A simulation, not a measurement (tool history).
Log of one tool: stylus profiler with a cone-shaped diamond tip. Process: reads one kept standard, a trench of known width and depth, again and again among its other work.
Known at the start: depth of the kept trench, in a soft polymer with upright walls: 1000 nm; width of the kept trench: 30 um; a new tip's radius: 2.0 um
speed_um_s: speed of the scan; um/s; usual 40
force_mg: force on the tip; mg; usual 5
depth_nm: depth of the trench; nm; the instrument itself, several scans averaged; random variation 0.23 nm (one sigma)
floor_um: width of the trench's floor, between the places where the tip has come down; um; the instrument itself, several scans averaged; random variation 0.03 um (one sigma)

run   hour  speed_um_s  force_mg  depth_nm  floor_um
  1    0.0          40         5   1015.85     25.33
  2   87.8          40         5   1015.65     25.30
  3  146.9          15         5   1015.31     25.38
  4  223.3         134         5   1015.39     24.96
  5  305.2         134         5   1015.10     24.93
  6  399.2         134         5   1014.94     24.91
  7  465.2         134         5   1014.64     24.86
  8  537.6         134         5   1014.75     24.91

Run 9 comes next. What will it give?
  9  581.1         134         5         ?         ?

{"run 9": {"depth_nm": 1014.45, "floor_um": 24.82}}
Without the tool's hidden state the same run would have given depth_nm 1020.04 nm, floor_um 26.10 um.
